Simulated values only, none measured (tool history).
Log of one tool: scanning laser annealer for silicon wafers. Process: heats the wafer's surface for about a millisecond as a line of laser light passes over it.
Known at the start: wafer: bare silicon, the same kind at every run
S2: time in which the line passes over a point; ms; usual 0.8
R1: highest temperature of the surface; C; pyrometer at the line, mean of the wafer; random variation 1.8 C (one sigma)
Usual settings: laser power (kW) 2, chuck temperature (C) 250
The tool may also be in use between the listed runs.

run 1 day=0 | laser_power_(kW)=2 S2=0.8 chuck_temperature_(C)=250 | R1=930
run 2 day=0.75 | laser_power_(kW)=2 S2=0.8 chuck_temperature_(C)=250 | R1=930
run 3 day=1.196 | laser_power_(kW)=2 S2=0.8 chuck_temperature_(C)=250 | R1=932
run 4 day=1.838 | laser_power_(kW)=2 S2=0.8 chuck_temperature_(C)=250 | R1=931
run 5 day=2.567 | laser_power_(kW)=2 S2=0.8 chuck_temperature_(C)=250 | R1=934
run 6 day=3.483 | laser_power_(kW)=2 S2=0.8 chuck_temperature_(C)=250 | R1=931
run 7 day=4.433 | laser_power_(kW)=2 S2=0.743 chuck_temperature_(C)=250 | R1=907
-- day=4.633 laser's power meter calibrated
run 8 day=5.321 | laser_power_(kW)=2 S2=0.8 chuck_temperature_(C)=250 | R1=929
run 9 day=5.921 | laser_power_(kW)=1.774 S2=0.8 chuck_temperature_(C)=250 | R1=830
run 10 day=6.788 | laser_power_(kW)=2 S2=0.8 chuck_temperature_(C)=250 | R1=931
run 11 day=7.575 | laser_power_(kW)=2 S2=0.8 chuck_temperature_(C)=250 | R1=931
run 12 day=8.196 | laser_power_(kW)=2 S2=0.709 chuck_temperature_(C)=250 | R1=894
run 13 day=8.675 | laser_power_(kW)=2 S2=0.709 chuck_temperature_(C)=250 | R1=895
run 14 day=9.471 | laser_power_(kW)=2 S2=0.709 chuck_temperature_(C)=250 | R1=897
-- day=10.308 laser's power meter calibrated, once more
run 15 day=10.533 | laser_power_(kW)=1.875 S2=0.709 chuck_temperature_(C)=286 | R1=876
run 16 day=11.429 | laser_power_(kW)=2.063 S2=0.657 chuck_temperature_(C)=259 | R1=904
run 17 day=11.983 | laser_power_(kW)=2.063 S2=0.657 chuck_temperature_(C)=259 | R1=904
run 18 day=12.488 | laser_power_(kW)=2.01 S2=0.8 chuck_temperature_(C)=250 | R1=928
run 19 day=12.883 | laser_power_(kW)=2.01 S2=0.605 chuck_temperature_(C)=273 | R1=871
run 20 day=13.417 | laser_power_(kW)=2.01 S2=0.605 chuck_temperature_(C)=273 | R1=871
run 21 day=14.054 | laser_power_(kW)=1.706 S2=0.8 chuck_temperature_(C)=264 | R1=810
run 22 day=14.879 | laser_power_(kW)=2.055 S2=0.635 chuck_temperature_(C)=248 | R1=879
run 23 day=15.312 | laser_power_(kW)=2.046 S2=0.907 chuck_temperature_(C)=289 | R1=1017
run 24 day=15.921 | laser_power_(kW)=2.046 S2=0.907 chuck_temperature_(C)=289 | R1=1014
run 25 day=16.388 | laser_power_(kW)=2.021 S2=0.583 chuck_temperature_(C)=258 | R1=852

Some steps in R1 between neighbouring runs. How much of each would the tool show without its hidden state too (settings, what came in, random variation), and how much is left for the hidden state, with any gauge scatter that isn't in both results?
The hidden state here: light that passes the window, % of a clean one's; laser's true power over the reading, %; width of the line over the set one, %; drift of the gauge itself on peak_c, C.
Run 22 -> 23: laser power (kW) 2.055 -> 2.046, S2 0.635 -> 0.907, chuck temperature (C) 248 -> 289. R1 +138 C: hidden state -8, all else +146.
Run 24 -> 25: laser power (kW) 2.046 -> 2.021, S2 0.907 -> 0.583, chuck temperature (C) 289 -> 258. R1 -162 C: hidden state +11, all else -173.
